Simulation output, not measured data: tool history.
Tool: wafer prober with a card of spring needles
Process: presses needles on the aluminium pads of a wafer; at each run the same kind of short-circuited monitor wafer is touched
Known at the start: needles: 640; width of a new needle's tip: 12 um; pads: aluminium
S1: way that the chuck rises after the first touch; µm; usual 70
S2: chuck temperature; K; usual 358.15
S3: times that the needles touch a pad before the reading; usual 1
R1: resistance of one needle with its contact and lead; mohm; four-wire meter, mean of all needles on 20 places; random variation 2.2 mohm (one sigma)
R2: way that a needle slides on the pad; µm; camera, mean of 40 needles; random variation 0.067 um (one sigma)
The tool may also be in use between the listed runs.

run	hour	S1	S2	S3	R1	R2
1	0.0	70	358.15	1	277	15.05
# hour 24.9: tips cleaned on abrasive film
# hour 59.8: tips cleaned on abrasive film
2	86.9	70	358.15	1	301	14.93
# hour 92.9: tips cleaned on abrasive film
# hour 126.0: tips cleaned on abrasive film
# hour 160.5: tips cleaned on abrasive film
3	167.0	70	358.15	1	269	14.71
# hour 193.0: tips cleaned on abrasive film
# hour 221.5: height of the first contact set anew
4	224.0	70	358.15	1	309	14.53
# hour 231.6: tips cleaned on abrasive film
# hour 265.8: tips cleaned on abrasive film
5	276.1	70	358.15	1	275	14.53
# hour 301.9: tips cleaned on abrasive film
# hour 339.9: tips cleaned on abrasive film
6	343.4	70	358.15	1	262	14.49
# hour 372.9: tips cleaned on abrasive film
# hour 409.5: tips cleaned on abrasive film
7	428.2	70	358.15	1	287	14.40
# hour 443.9: tips cleaned on abrasive film
# hour 479.3: tips cleaned on abrasive film
8	492.7	70	358.15	2	268	14.45
# hour 513.0: tips cleaned on abrasive film
# hour 548.7: tips cleaned on abrasive film
# hour 581.6: tips cleaned on abrasive film
9	582.1	70	358.15	2	254	14.35
# hour 615.3: tips cleaned on abrasive film
10	623.2	70	358.15	2	264	14.44
# hour 628.7: height of the first contact set anew, once more
# hour 650.3: tips cleaned on abrasive film
# hour 683.3: tips cleaned on abrasive film
11	699.5	70	358.15	1	287	15.13
# hour 716.4: tips cleaned on abrasive film
# hour 749.1: tips cleaned on abrasive film
12	766.4	52	358.15	1	308	11.25
# hour 781.8: tips cleaned on abrasive film
13	809.6	70	358.15	1	301	15.16
# hour 815.0: tips cleaned on abrasive film
# hour 848.5: tips cleaned on abrasive film
14	861.4	70	358.15	1	280	14.90
# hour 884.7: tips cleaned on abrasive film
# hour 923.3: tips cleaned on abrasive film
15	940.6	70	358.15	1	280	15.00
# hour 956.7: tips cleaned on abrasive film
# hour 994.8: tips cleaned on abrasive film
16	1012.7	85	358.15	1	282	18.28
# hour 1027.4: tips cleaned on abrasive film
# hour 1060.3: tips cleaned on abrasive film
17	1064.8	85	342.15	1	255	18.09
# hour 1095.9: tips cleaned on abrasive film
# hour 1131.0: tips cleaned on abrasive film
18	1156.6	80	357.15	1	296	17.04
# hour 1164.8: tips cleaned on abrasive film
# hour 1198.3: tips cleaned on abrasive film
19	1225.1	80	357.15	1	291	17.16
# hour 1230.9: tips cleaned on abrasive film
# hour 1265.1: tips cleaned on abrasive film
# hour 1298.8: tips cleaned on abrasive film
20	1298.8	80	357.15	1	248	17.04
# hour 1334.8: tips cleaned on abrasive film
21	1337.3	80	357.15	1	261	17.00
# hour 1368.4: tips cleaned on abrasive film
# hour 1374.5: height of the first contact set anew
# hour 1406.6: tips cleaned on abrasive film
22	1429.2	70	308.15	2	267	15.29
# hour 1444.4: tips cleaned on abrasive film
# hour 1477.2: tips cleaned on abrasive film
23	1499.7	55	308.15	2	276	11.91
# hour 1513.4: tips cleaned on abrasive film
# hour 1546.5: tips cleaned on abrasive film
24	1563.5	70	357.15	1	289	15.07
# hour 1581.3: tips cleaned on abrasive film
# hour 1618.3: tips cleaned on abrasive film
25	1618.3	70	311.15	2	238	15.11

Forecast each of these 3 alternatives for the next run:
# hour 1653.1: tips cleaned on abrasive film
A	1683.3	70	398.15	1	?	?
# hour 1653.1: tips cleaned on abrasive film
B	1683.3	69	358.15	1	?	?
# hour 1653.1: tips cleaned on abrasive film
C	1683.3	70	302.15	2	?	?

run	R1	R2
A	310	14.85
B	308	14.88
C	269	15.01
Without the tool's hidden state the same runs would have given:
run	R1	R2
A	261	15.00
B	253	15.04
C	233	15.17
